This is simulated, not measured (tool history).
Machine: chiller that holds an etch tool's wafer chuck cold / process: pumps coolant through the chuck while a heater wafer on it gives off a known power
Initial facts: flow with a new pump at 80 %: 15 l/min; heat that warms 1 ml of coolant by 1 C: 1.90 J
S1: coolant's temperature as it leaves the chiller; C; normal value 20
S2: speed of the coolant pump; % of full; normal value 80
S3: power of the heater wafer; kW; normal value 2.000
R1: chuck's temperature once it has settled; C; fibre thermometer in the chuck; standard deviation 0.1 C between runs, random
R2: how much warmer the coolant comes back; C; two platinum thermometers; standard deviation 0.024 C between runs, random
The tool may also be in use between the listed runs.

{"run": 1, "day": 0.0, "S1": 20, "S2": 80, "S3": 2.0, "R1": 33.5, "R2": 4.22}
{"run": 2, "day": 5.712, "S1": 12, "S2": 80, "S3": 2.0, "R1": 25.8, "R2": 4.27}
{"run": 3, "day": 10.608, "S1": 12, "S2": 80, "S3": 2.0, "R1": 25.7, "R2": 4.26}
{"run": 4, "day": 15.254, "S1": 20, "S2": 80, "S3": 2.0, "R1": 33.7, "R2": 4.25}
{"run": 5, "day": 19.454, "S1": 20, "S2": 80, "S3": 2.0, "R1": 33.8, "R2": 4.21}
{"run": 6, "day": 23.771, "S1": 20, "S2": 80, "S3": 2.0, "R1": 33.8, "R2": 4.21}
{"run": 7, "day": 31.671, "S1": 20, "S2": 79, "S3": 2.0, "R1": 33.9, "R2": 4.28}
{"run": 8, "day": 35.75, "S1": 20, "S2": 79, "S3": 2.0, "R1": 33.9, "R2": 4.25}
{"run": 9, "day": 39.658, "S1": 20, "S2": 80, "S3": 2.0, "R1": 33.8, "R2": 4.21}
{"run": 10, "day": 44.021, "S1": 20, "S2": 80, "S3": 1.374, "R1": 29.5, "R2": 2.87}
{"run": 11, "day": 50.65, "S1": 20, "S2": 80, "S3": 1.374, "R1": 29.5, "R2": 2.9}
{"run": 12, "day": 59.317, "S1": 20, "S2": 80, "S3": 1.374, "R1": 29.3, "R2": 2.9}
{"run": 13, "day": 63.338, "S1": 20, "S2": 80, "S3": 2.0, "R1": 33.8, "R2": 4.22}
{"day": 65.267, "done": "coolant pump overhauled"}
{"run": 14, "day": 71.325, "S1": 20, "S2": 74, "S3": 2.0, "R1": 34.5, "R2": 4.57}
{"run": 15, "day": 75.721, "S1": 19, "S2": 97, "S3": 2.418, "R1": 33.9, "R2": 4.08}
{"run": 16, "day": 80.117, "S1": 19, "S2": 97, "S3": 2.418, "R1": 33.7, "R2": 4.08}
{"run": 17, "day": 86.321, "S1": 19, "S2": 97, "S3": 2.418, "R1": 34.0, "R2": 4.05}
{"run": 18, "day": 92.442, "S1": 17, "S2": 79, "S3": 2.0, "R1": 30.8, "R2": 4.29}
{"run": 19, "day": 96.192, "S1": 20, "S2": 69, "S3": 2.485, "R1": 38.7, "R2": 6.2}
{"run": 20, "day": 103.492, "S1": 13, "S2": 61, "S3": 1.115, "R1": 22.0, "R2": 3.23}
{"run": 21, "day": 109.146, "S1": 13, "S2": 72, "S3": 1.6, "R1": 24.7, "R2": 3.83}
{"day": 111.054, "done": "coolant changed, channels flushed"}
{"run": 22, "day": 117.012, "S1": 13, "S2": 72, "S3": 1.6, "R1": 24.7, "R2": 3.81}
{"run": 23, "day": 123.362, "S1": 13, "S2": 72, "S3": 1.6, "R1": 24.6, "R2": 3.79}
{"run": 24, "day": 130.833, "S1": 20, "S2": 70, "S3": 2.0, "R1": 34.9, "R2": 4.95}
{"run": 25, "day": 134.775, "S1": 12, "S2": 99, "S3": 1.777, "R1": 22.8, "R2": 2.95}
{"run": 26, "day": 143.742, "S1": 22, "S2": 82, "S3": 1.425, "R1": 31.5, "R2": 2.93}
{"run": 27, "day": 151.3, "S1": 22, "S2": 82, "S3": 1.425, "R1": 31.8, "R2": 2.91}

Branching from run 27: 3 alternative next runs. What would each branch give?
{"run": "A", "day": 158.4, "S1": 30, "S2": 88, "S3": 2.0, "R1": "?", "R2": "?"}
{"run": "B", "day": 158.4, "S1": 20, "S2": 80, "S3": 1.033, "R1": "?", "R2": "?"}
{"run": "C", "day": 158.4, "S1": 22, "S2": 71, "S3": 2.539, "R1": "?", "R2": "?"}

run=A R1=42.9 R2=3.76
run=B R1=27.1 R2=2.17
run=C R1=40.7 R2=6.12
Without the tool's unlogged condition, the same runs would have read:
run=A R1=42.9 R2=3.75
run=B R1=27.1 R2=2.17
run=C R1=40.7 R2=6.12
